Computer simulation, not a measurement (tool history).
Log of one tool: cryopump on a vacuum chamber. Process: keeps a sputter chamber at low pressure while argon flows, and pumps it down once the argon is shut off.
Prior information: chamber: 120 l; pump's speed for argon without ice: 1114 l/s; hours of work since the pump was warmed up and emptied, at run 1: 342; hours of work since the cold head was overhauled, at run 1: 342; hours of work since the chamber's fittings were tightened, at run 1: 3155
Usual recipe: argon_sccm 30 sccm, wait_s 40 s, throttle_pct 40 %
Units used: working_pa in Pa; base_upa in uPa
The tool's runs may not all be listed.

run	hour	argon_sccm	wait_s	throttle_pct	hours of work since the pump was warmed up and emptied	hours of work since the cold head was overhauled	hours of work since the chamber's fittings were tightened	working_pa	base_upa
1	0.0	30	40	40	342	342	3155	0.1211	2.73
2	18.1	30	40	40	351	351	3164	0.1209	2.78
3	39.6	51	40	40	362	362	3175	0.2073	2.91
4	61.0	51	40	26	373	373	3186	0.3106	2.75
5	75.7	51	40	26	381	381	3193	0.3137	2.77
6	85.1	30	40	25	385	385	3198	0.1894	2.73
7	101.1	30	40	40	394	394	3206	0.1229	2.88
8	117.5	30	40	40	402	402	3215	0.1225	2.89
9	138.5	30	40	40	413	413	3225	0.1229	2.87
10	158.5	30	40	40	423	423	3235	0.1236	2.85
11	168.3	30	213	40	428	428	3240	0.1230	1.91
12	187.7	13	29	48	438	438	3250	0.0458	3.30
13	201.1	23	96	49	445	445	3257	0.0792	2.26
14	218.7	23	96	49	454	454	3266	0.0793	2.21
15	227.7	15	112	19	458	458	3271	0.1257	2.20
16	241.7	15	112	19	465	465	3278	0.1243	2.24
17	262.1	42	61	52	476	476	3288	0.1379	2.50

Forecast run 18:
18	278.9	42	61	52	484	484	3297	?	?

Run 18 produced working_pa 0.1382 Pa, base_upa 2.55 uPa.
With the hidden condition absent and the run-to-run variation left alone, this run would have shown working_pa 0.1223 Pa, base_upa 1.00 uPa.

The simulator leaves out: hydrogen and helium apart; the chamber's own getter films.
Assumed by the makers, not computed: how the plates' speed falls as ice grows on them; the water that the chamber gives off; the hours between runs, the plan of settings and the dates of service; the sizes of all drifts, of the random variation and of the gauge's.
